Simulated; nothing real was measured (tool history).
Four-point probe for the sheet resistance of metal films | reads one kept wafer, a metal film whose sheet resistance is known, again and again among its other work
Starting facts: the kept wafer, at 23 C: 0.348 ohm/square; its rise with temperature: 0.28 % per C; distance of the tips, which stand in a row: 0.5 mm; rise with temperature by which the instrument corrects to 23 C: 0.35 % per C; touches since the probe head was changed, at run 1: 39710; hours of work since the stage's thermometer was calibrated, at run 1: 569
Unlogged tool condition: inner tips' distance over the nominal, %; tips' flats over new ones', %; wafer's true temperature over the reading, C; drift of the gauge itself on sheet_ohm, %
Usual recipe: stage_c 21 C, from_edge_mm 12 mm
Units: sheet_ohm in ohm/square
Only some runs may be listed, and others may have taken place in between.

run   hour  stage_c  from_edge_mm  touches since the probe head was changed  hours of work since the stage's thermometer was calibrated  sheet_ohm
  1    0.0       21            12                                     39710                                                         569   0.344022
  2   79.0       21            12                                     43689                                                         626   0.343831
  3  122.6       21            12                                     45883                                                         657   0.343704
  4  199.0       21            12                                     49732                                                         712   0.343550
  5  256.9       28            12                                     52648                                                         754   0.341672
  6  314.2       21             8                                     55533                                                         795   0.343691
  7  371.2       21            12                                     58406                                                         836   0.343002
  8  417.3       21            12                                     60729                                                         870   0.343091
  9  457.0       21            12                                     62729                                                         898   0.342958
 10  516.6       21            12                                     65729                                                         941   0.342845
 11  550.4       21            12                                     67431                                                         966   0.342774
 12  604.8       21            12                                     70170                                                        1005   0.342641
 13  685.0       21            12                                     74211                                                        1063   0.342477
 14  737.8       21            12                                     76872                                                        1101   0.342379
 15  807.3       21            12                                     80371                                                        1151   0.342008
 16  868.5       30            12                                     83455                                                        1195   0.339764
 17  903.3       28            34                                     85207                                                        1220   0.339933

The next listed run, before its measurement:
 18  939.7       34            32                                     87041                                                        1246          ?

sheet_ohm: 0.338332 ohm/square
Were there no unlogged condition in the tool, this run, its random variation unchanged, would have produced sheet_ohm 0.345305 ohm/square.

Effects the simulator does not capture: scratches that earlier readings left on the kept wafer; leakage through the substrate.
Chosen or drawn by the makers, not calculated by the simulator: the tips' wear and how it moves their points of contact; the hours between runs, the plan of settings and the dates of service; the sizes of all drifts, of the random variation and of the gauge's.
